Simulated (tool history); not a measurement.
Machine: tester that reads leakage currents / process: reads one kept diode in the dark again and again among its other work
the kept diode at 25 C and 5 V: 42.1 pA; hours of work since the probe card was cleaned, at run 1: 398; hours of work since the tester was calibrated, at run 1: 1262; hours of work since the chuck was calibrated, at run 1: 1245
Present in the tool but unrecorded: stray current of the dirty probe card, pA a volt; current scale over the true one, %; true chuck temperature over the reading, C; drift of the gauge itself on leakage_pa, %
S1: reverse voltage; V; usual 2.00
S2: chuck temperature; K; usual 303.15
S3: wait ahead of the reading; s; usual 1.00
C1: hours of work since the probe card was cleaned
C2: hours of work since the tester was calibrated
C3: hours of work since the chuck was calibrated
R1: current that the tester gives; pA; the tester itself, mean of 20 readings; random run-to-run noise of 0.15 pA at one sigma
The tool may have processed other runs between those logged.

| run | hour | S1 | S2 | S3 | C1 | C2 | C3 | R1 |
|---|---|---|---|---|---|---|---|---|
| 1 | 0.0 | 2.00 | 303.15 | 1.00 | 398 | 1262 | 1245 | 50.28 |
| 2 | 28.1 | 2.00 | 303.15 | 1.00 | 409 | 1273 | 1256 | 50.63 |
| 3 | 45.7 | 2.00 | 303.15 | 1.00 | 416 | 1280 | 1263 | 50.46 |
| 4 | 60.0 | 2.00 | 303.15 | 1.00 | 422 | 1286 | 1269 | 50.62 |
| 5 | 91.2 | 2.00 | 303.15 | 1.00 | 435 | 1299 | 1282 | 50.84 |
| 6 | 120.3 | 2.00 | 303.15 | 1.00 | 447 | 1310 | 1294 | 50.85 |
| 7 | 143.6 | 2.00 | 303.15 | 1.00 | 456 | 1320 | 1303 | 50.51 |
| 8 | 161.8 | 2.00 | 318.15 | 1.00 | 463 | 1327 | 1310 | 177.34 |
| 9 | 190.7 | 2.00 | 323.15 | 1.00 | 475 | 1339 | 1322 | 263.00 |
| 10 | 219.9 | 2.00 | 322.15 | 1.00 | 487 | 1351 | 1334 | 243.61 |
| 11 | 248.7 | 2.00 | 322.15 | 1.00 | 499 | 1362 | 1346 | 245.26 |
| 12 | 269.6 | 6.28 | 303.15 | 1.00 | 507 | 1371 | 1354 | 84.70 |
| 13 | 295.3 | 6.28 | 303.15 | 1.00 | 518 | 1381 | 1364 | 84.42 |
| 14 | 318.5 | 4.68 | 303.15 | 1.00 | 527 | 1391 | 1374 | 74.72 |
| 15 | 344.5 | 4.68 | 303.15 | 1.00 | 537 | 1401 | 1384 | 74.43 |
| 16 | 360.1 | 3.20 | 310.15 | 0.69 | 544 | 1408 | 1391 | 113.55 |
| 17 | 380.1 | 8.78 | 296.15 | 3.31 | 552 | 1416 | 1399 | 53.74 |
| 18 | 405.2 | 4.43 | 296.15 | 3.65 | 562 | 1426 | 1409 | 39.34 |
| 19 | 430.5 | 2.66 | 296.15 | 2.11 | 572 | 1436 | 1419 | 31.26 |
| 20 | 443.1 | 2.66 | 296.15 | 2.11 | 577 | 1441 | 1424 | 31.60 |
| 21 | 456.1 | 2.66 | 296.15 | 2.11 | 583 | 1446 | 1430 | 31.43 |
| 22 | 483.5 | 2.66 | 296.15 | 2.11 | 594 | 1458 | 1441 | 31.41 |
| 23 | 501.3 | 2.66 | 296.15 | 2.11 | 601 | 1465 | 1448 | 31.41 |
| 24 | 518.5 | 2.26 | 308.15 | 8.28 | 608 | 1472 | 1455 | 82.62 |
| 25 | 532.4 | 1.82 | 315.15 | 0.64 | 613 | 1477 | 1460 | 135.13 |
| 26 | 548.5 | 1.82 | 315.15 | 0.64 | 620 | 1484 | 1467 | 135.57 |
| 27 | 564.5 | 1.82 | 315.15 | 0.64 | 626 | 1490 | 1473 | 135.88 |

4 options for the next run, each taken on its own from the tool as it stands now. Forecast them:
| A | 592.4 | 11.19 | 315.15 | 0.64 | 638 | 1502 | 1485 | ? |
| B | 592.4 | 2.00 | 295.15 | 0.35 | 638 | 1502 | 1485 | ? |
| C | 592.4 | 15.25 | 296.15 | 1.00 | 638 | 1502 | 1485 | ? |
| D | 592.4 | 1.82 | 293.15 | 0.64 | 638 | 1502 | 1485 | ? |

| run | R1 |
|---|---|
| A | 298.10 |
| B | 26.57 |
| C | 73.34 |
| D | 20.78 |
Without the tool's unlogged condition, the same runs would have read:
| run | R1 |
|---|---|
| A | 264.82 |
| B | 22.95 |
| C | 59.62 |
| D | 17.77 |

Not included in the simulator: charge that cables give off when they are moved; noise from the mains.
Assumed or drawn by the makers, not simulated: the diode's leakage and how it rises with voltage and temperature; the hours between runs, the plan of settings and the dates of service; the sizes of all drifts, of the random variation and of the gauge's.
